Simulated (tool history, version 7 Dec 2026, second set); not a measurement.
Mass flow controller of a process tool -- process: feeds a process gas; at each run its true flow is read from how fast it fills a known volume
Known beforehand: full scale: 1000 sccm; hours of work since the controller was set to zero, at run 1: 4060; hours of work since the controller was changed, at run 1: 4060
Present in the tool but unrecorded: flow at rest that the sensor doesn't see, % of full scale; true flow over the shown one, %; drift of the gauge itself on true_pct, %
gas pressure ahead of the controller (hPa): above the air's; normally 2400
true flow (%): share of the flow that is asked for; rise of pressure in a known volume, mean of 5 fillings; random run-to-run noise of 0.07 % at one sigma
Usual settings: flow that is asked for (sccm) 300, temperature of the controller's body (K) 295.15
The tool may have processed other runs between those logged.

run,hour,flow that is asked for (sccm),gas pressure ahead of the controller (hPa),temperature of the controller's body (K),hours of work since the controller was set to zero,hours of work since the controller was changed,true flow (%)
1,0,300,2400,295.15,4060,4060,97.8
2,221,300,2400,295.15,4206,4206,97.68
3,441.9,300,2400,295.15,4352,4352,97.59
4,590.8,300,2400,295.15,4450,4450,97.58
5,783.5,300,2550,295.15,4578,4578,97.27
6,932.8,300,2550,295.15,4677,4677,97.23
7,1136,300,2550,295.15,4811,4811,97.07
8,1339.7,300,2550,295.15,4946,4946,97.06
9,1562.9,300,2550,295.15,5094,5094,96.86
10,1762.2,300,2550,295.15,5226,5226,96.77
11,1954.8,300,2550,295.15,5353,5353,96.75
12,2215.1,300,2400,295.15,5525,5525,96.61
13,2421.1,300,2400,295.15,5662,5662,96.19
14,2559,300,2400,295.15,5753,5753,96.41
# hour 2661: controller's zero set anew
15,2671.5,300,2400,295.15,7,5827,96.33
16,2839.7,300,2400,295.15,118,5938,96.14
17,3050.9,300,2400,295.15,258,6078,96.13
18,3217,300,2400,295.15,368,6188,95.75
# hour 3450.7: gauge calibrated
19,3456.4,300,2400,295.15,526,6346,97.79
20,3613,300,2400,295.15,630,6450,97.83
21,3810.5,300,2400,302.15,761,6581,97
22,4080.1,300,2400,302.15,939,6759,96.86

Estimate the outcome of run 23 from the log above:
23,4285.5,553,2590,295.15,1075,6895,?

{"run 23": {"true flow (%)": 98.09}}
Were there no unlogged condition in the tool, this run, its random variation unchanged, would have produced true flow (%) 98.56.

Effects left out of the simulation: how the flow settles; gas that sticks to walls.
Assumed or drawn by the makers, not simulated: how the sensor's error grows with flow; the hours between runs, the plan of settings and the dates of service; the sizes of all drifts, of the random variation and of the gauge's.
